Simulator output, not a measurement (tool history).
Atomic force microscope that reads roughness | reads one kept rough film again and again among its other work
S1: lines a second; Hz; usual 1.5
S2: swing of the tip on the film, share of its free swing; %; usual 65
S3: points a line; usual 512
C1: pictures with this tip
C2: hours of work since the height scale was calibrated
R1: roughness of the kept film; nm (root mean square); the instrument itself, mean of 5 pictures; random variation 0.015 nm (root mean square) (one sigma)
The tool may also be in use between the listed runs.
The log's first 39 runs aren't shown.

run 40 hour=498.7 | S1=1.5 S2=71 S3=512 | C1=313 C2=145 | R1=3.191
run 41 hour=509.5 | S1=0.58 S2=79 S3=288 | C1=333 C2=153 | R1=3.275
-- hour=520 new tip fitted
run 42 hour=524.9 | S1=0.58 S2=79 S3=288 | C1=9 C2=164 | R1=3.615
run 43 hour=538 | S1=0.58 S2=79 S3=288 | C1=32 C2=174 | R1=3.595
run 44 hour=554.9 | S1=3.85 S2=65 S3=961 | C1=63 C2=186 | R1=3.264
run 45 hour=567.5 | S1=3.85 S2=65 S3=961 | C1=85 C2=196 | R1=3.215
run 46 hour=581 | S1=1.5 S2=63 S3=492 | C1=110 C2=206 | R1=3.505
run 47 hour=589 | S1=1.19 S2=69 S3=917 | C1=124 C2=212 | R1=3.466
run 48 hour=607.2 | S1=0.98 S2=75 S3=512 | C1=157 C2=225 | R1=3.385
run 49 hour=619.7 | S1=0.98 S2=75 S3=512 | C1=179 C2=235 | R1=3.369
run 50 hour=630.5 | S1=0.98 S2=75 S3=512 | C1=199 C2=243 | R1=3.372
run 51 hour=648.1 | S1=0.8 S2=66 S3=560 | C1=231 C2=256 | R1=3.427

Forecast each of these 4 alternatives for the next run:
run A hour=664.8 | S1=1.5 S2=69 S3=379 | C1=261 C2=268 | R1=?
run B hour=664.8 | S1=1.81 S2=65 S3=557 | C1=261 C2=268 | R1=?
run C hour=664.8 | S1=1.58 S2=65 S3=566 | C1=261 C2=268 | R1=?
run D hour=664.8 | S1=0.8 S2=78 S3=363 | C1=261 C2=268 | R1=?

run=A R1=3.268
run=B R1=3.276
run=C R1=3.294
run=D R1=3.277
Without the tool's hidden state the same runs would have given:
run=A R1=3.57
run=B R1=3.578
run=C R1=3.597
run=D R1=3.579

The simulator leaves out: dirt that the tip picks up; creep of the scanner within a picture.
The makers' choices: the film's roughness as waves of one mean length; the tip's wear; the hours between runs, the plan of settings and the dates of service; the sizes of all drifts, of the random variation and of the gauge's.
